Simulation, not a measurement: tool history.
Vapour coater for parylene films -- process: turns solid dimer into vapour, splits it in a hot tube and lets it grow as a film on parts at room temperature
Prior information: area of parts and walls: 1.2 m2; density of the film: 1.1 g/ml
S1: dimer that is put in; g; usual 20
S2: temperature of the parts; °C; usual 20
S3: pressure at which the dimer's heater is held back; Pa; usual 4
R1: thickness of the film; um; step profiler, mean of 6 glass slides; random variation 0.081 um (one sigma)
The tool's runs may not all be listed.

| run | hour | S1 | S2 | S3 | R1 |
|---|---|---|---|---|---|
| 1 | 0 | 20 | 20 | 4 | 8.44 |
| 2 | 68.1 | 20 | 20 | 4 | 8.38 |
| 3 | 135.7 | 20 | 20 | 4 | 8.11 |
| 4 | 218.9 | 20 | 20 | 4 | 7.97 |
|  | 287.2 | trap's valve overhauled |
| 5 | 302.6 | 20 | 20 | 4 | 6.9 |
| 6 | 378.1 | 20 | 20 | 4 | 6.9 |
|  | 418.4 | trap's valve overhauled, once more |
| 7 | 419.8 | 20 | 20 | 4.8 | 9.21 |
|  | 499.7 | table's thermometer calibrated |
| 8 | 505.2 | 20 | 20 | 4 | 9.61 |
| 9 | 578.6 | 20 | 20 | 4 | 9.52 |
| 10 | 632.6 | 20 | 20 | 4 | 9.44 |
| 11 | 706.7 | 20 | 15 | 4 | 10.88 |
| 12 | 760.6 | 20 | 15 | 4 | 10.89 |
| 13 | 846 | 20 | 20 | 8.7 | 7.76 |
| 14 | 913.7 | 20 | 20 | 8.7 | 7.6 |
| 15 | 968.3 | 20 | 20 | 10.53 | 7.26 |
| 16 | 1040.9 | 20 | 20 | 10.53 | 7.25 |
|  | 1103.2 | trap's valve overhauled |
| 17 | 1108 | 20 | 20 | 10.53 | 8.23 |
| 18 | 1169.2 | 20 | 20 | 10.53 | 8.32 |
| 19 | 1228.2 | 20 | 20 | 10.53 | 7.98 |
| 20 | 1298.4 | 20 | 20 | 8.23 | 8.27 |
| 21 | 1357.4 | 16 | 20 | 5.66 | 6.85 |
| 22 | 1428.3 | 16 | 20 | 5.66 | 6.82 |
| 23 | 1488.5 | 16 | 20 | 5.66 | 6.7 |
| 24 | 1568.3 | 21 | 15 | 8.43 | 9.7 |
| 25 | 1643.3 | 9 | 27 | 8.31 | 2.61 |
| 26 | 1706.9 | 9 | 27 | 8.31 | 2.5 |
| 27 | 1745.4 | 8 | 15 | 8.31 | 3.56 |

What will run 28 give?
|  | 1784.4 | trap's valve overhauled |
| 28 | 1786.9 | 8 | 15 | 8.31 | ? |

R1: 4.12 um
Minus the tool's unlogged condition, the same run would have read R1 4.25 um.
